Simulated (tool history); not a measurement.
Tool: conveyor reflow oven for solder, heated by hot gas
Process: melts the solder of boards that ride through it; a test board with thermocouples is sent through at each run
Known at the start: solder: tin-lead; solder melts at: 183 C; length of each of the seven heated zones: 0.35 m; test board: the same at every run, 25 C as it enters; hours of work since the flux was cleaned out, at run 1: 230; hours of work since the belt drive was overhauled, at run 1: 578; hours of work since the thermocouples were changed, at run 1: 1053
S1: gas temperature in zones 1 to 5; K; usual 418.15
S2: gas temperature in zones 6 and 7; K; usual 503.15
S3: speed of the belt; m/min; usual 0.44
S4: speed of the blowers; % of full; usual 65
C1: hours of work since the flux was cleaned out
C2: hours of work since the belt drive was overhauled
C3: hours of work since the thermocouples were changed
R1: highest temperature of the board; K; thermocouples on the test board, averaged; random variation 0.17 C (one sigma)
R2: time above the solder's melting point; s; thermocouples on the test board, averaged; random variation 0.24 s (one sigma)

run,hour,S1,S2,S3,S4,C1,C2,C3,R1,R2
1,0,418.15,503.15,0.44,65,230,578,1053,486.45,70.3
2,23.7,423.15,503.15,0.44,65,243,591,1066,487.35,73.8
3,44.8,423.15,503.15,0.44,52,255,603,1077,483.75,68.9
4,72.8,423.15,503.15,0.44,52,270,618,1093,483.65,68.2
5,97.6,423.15,503.15,0.44,52,284,632,1106,483.55,68.3
6,129,423.15,503.15,0.44,52,301,649,1124,483.35,68.5
7,157.7,423.15,503.15,0.44,52,317,665,1139,483.55,68.3
# hour 182.6: flux residue cleaned out of gas plates and filters
8,194.7,418.15,503.15,0.44,65,7,682,1157,488.75,73.6
# hour 221.2: thermocouples of zones 6 and 7 changed
9,227.3,418.15,503.15,0.44,65,23,699,3,487.75,72.5
10,244.1,418.15,503.15,0.44,65,33,708,13,487.25,72.2
11,270,418.15,503.15,0.366,66,47,723,27,492.45,94.9
12,288.5,418.15,511.15,0.44,70,57,733,37,494.75,79.9
13,301.5,421.15,512.15,0.458,79,64,740,44,497.15,79.9
14,324.2,421.15,512.15,0.459,86,77,752,57,497.95,80.5
15,354.4,420.15,499.15,0.512,68,93,769,73,480.15,54.2
16,377.4,425.15,503.15,0.466,53,106,782,86,483.35,65.5
17,396.6,425.15,501.15,0.466,53,116,792,96,481.45,63.8
18,423.3,425.15,501.15,0.466,53,131,807,111,481.45,63.5

Run 19 comes next. What will it give?
19,450.3,405.15,499.15,0.44,65,146,822,126,?,?

Run 19 gave R1 480.55 K, R2 57.9 s.
Without the tool's hidden state the same run would have given R1 481.25 K, R2 58.3 s.

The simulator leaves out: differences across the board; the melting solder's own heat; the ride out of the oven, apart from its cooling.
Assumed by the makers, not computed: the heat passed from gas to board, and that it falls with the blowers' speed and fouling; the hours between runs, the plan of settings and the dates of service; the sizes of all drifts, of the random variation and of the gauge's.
